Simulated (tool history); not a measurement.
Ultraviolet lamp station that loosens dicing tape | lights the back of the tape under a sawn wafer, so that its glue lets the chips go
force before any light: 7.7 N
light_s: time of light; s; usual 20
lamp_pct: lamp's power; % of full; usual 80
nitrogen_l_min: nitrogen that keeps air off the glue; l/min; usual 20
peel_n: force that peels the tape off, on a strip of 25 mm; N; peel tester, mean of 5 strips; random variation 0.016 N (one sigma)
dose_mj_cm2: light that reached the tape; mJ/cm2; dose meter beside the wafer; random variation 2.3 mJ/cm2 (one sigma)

| run | hour | light_s | lamp_pct | nitrogen_l_min | peel_n | dose_mj_cm2 |
|---|---|---|---|---|---|---|
| 1 | 0 | 20 | 80 | 20 | 1.252 | 163 |
| 2 | 46.5 | 20 | 94 | 20 | 0.962 | 192 |
| 3 | 106.6 | 20 | 73 | 20 | 1.518 | 150 |
| 4 | 173.5 | 20 | 89 | 20 | 1.109 | 177 |
| 5 | 250.3 | 20 | 89 | 20 | 1.155 | 172 |
| 6 | 313.1 | 20 | 89 | 20 | 1.204 | 174 |
| 7 | 412.7 | 20 | 80 | 28 | 1.306 | 149 |
| 8 | 494.4 | 20 | 80 | 20 | 1.572 | 146 |
|  | 503.3 | window cleaned of glue's vapour |
| 9 | 576.5 | 20 | 80 | 9 | 2.501 | 130 |
| 10 | 665.4 | 35 | 93 | 24 | 0.396 | 260 |
| 11 | 724.3 | 35 | 93 | 24 | 0.424 | 250 |
|  | 822.6 | window cleaned of glue's vapour, once more |
| 12 | 822.8 | 11 | 93 | 12 | 2.857 | 105 |
| 13 | 917.8 | 18 | 94 | 12 | 1.643 | 168 |
| 14 | 1004.2 | 22 | 70 | 12 | 1.919 | 150 |
| 15 | 1071.2 | 22 | 70 | 12 | 1.998 | 148 |
| 16 | 1122.4 | 34 | 91 | 9 | 0.7 | 289 |
| 17 | 1171.5 | 21 | 75 | 9 | 2.284 | 145 |

3 ways to go on from here, each from the tool as it stands after run 17. What would each give?
| A | 1247.3 | 29 | 74 | 26 | ? | ? |
| B | 1247.3 | 28 | 64 | 38 | ? | ? |
| C | 1247.3 | 20 | 80 | 10 | ? | ? |

| run | peel_n | dose_mj_cm2 |
|---|---|---|
| A | 0.8 | 196 |
| B | 0.937 | 160 |
| C | 2.282 | 143 |
Without the tool's hidden state the same runs would have given:
| run | peel_n | dose_mj_cm2 |
|---|---|---|
| A | 0.293 | 290 |
| B | 0.361 | 238 |
| C | 1.257 | 212 |
